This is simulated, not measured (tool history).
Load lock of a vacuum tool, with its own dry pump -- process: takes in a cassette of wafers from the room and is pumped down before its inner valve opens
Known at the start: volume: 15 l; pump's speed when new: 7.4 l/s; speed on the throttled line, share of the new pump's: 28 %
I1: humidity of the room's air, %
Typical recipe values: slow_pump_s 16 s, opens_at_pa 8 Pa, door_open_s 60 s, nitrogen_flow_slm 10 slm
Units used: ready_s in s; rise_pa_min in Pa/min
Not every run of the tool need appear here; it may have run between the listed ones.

{"run": 1, "hour": 0.0, "slow_pump_s": 16, "opens_at_pa": 8, "door_open_s": 60, "nitrogen_flow_slm": 10, "I1": 46.5, "ready_s": 31.8, "rise_pa_min": 0.202}
{"run": 2, "hour": 57.5, "slow_pump_s": 16, "opens_at_pa": 8, "door_open_s": 60, "nitrogen_flow_slm": 10, "I1": 43.0, "ready_s": 32.0, "rise_pa_min": 0.193}
{"run": 3, "hour": 103.1, "slow_pump_s": 16, "opens_at_pa": 8, "door_open_s": 60, "nitrogen_flow_slm": 10, "I1": 45.7, "ready_s": 32.1, "rise_pa_min": 0.196}
{"run": 4, "hour": 147.6, "slow_pump_s": 16, "opens_at_pa": 8, "door_open_s": 60, "nitrogen_flow_slm": 10, "I1": 43.2, "ready_s": 32.1, "rise_pa_min": 0.195}
{"run": 5, "hour": 218.1, "slow_pump_s": 16, "opens_at_pa": 8, "door_open_s": 60, "nitrogen_flow_slm": 10, "I1": 42.3, "ready_s": 31.9, "rise_pa_min": 0.201}
{"run": 6, "hour": 318.4, "slow_pump_s": 16, "opens_at_pa": 8, "door_open_s": 111, "nitrogen_flow_slm": 6, "I1": 45.6, "ready_s": 31.9, "rise_pa_min": 0.249}
{"run": 7, "hour": 385.8, "slow_pump_s": 16, "opens_at_pa": 8, "door_open_s": 111, "nitrogen_flow_slm": 6, "I1": 45.1, "ready_s": 32.1, "rise_pa_min": 0.251}
{"run": 8, "hour": 472.4, "slow_pump_s": 16, "opens_at_pa": 8, "door_open_s": 111, "nitrogen_flow_slm": 6, "I1": 42.2, "ready_s": 32.0, "rise_pa_min": 0.247}
{"run": 9, "hour": 514.0, "slow_pump_s": 25, "opens_at_pa": 11, "door_open_s": 30, "nitrogen_flow_slm": 6, "I1": 44.5, "ready_s": 36.3, "rise_pa_min": 0.193}
{"run": 10, "hour": 603.0, "slow_pump_s": 10, "opens_at_pa": 8, "door_open_s": 60, "nitrogen_flow_slm": 10, "I1": 47.1, "ready_s": 27.9, "rise_pa_min": 0.206}

What if the next run were any one of these 3? Each begins from the tool's condition after run 10:
{"run": "A", "hour": 697.9, "slow_pump_s": 12, "opens_at_pa": 8, "door_open_s": 186, "nitrogen_flow_slm": 10, "I1": 45.5, "ready_s": "?", "rise_pa_min": "?"}
{"run": "B", "hour": 697.9, "slow_pump_s": 10, "opens_at_pa": 8, "door_open_s": 169, "nitrogen_flow_slm": 10, "I1": 42.8, "ready_s": "?", "rise_pa_min": "?"}
{"run": "C", "hour": 697.9, "slow_pump_s": 10, "opens_at_pa": 6, "door_open_s": 78, "nitrogen_flow_slm": 22, "I1": 47.2, "ready_s": "?", "rise_pa_min": "?"}

run=A ready_s=29.1 rise_pa_min=0.289
run=B ready_s=27.2 rise_pa_min=0.268
run=C ready_s=28.7 rise_pa_min=0.202
The same runs, with their run-to-run variation unchanged, on a tool lacking any hidden condition would have given:
run=A ready_s=27.9 rise_pa_min=0.151
run=B ready_s=25.9 rise_pa_min=0.131
run=C ready_s=27.4 rise_pa_min=0.066
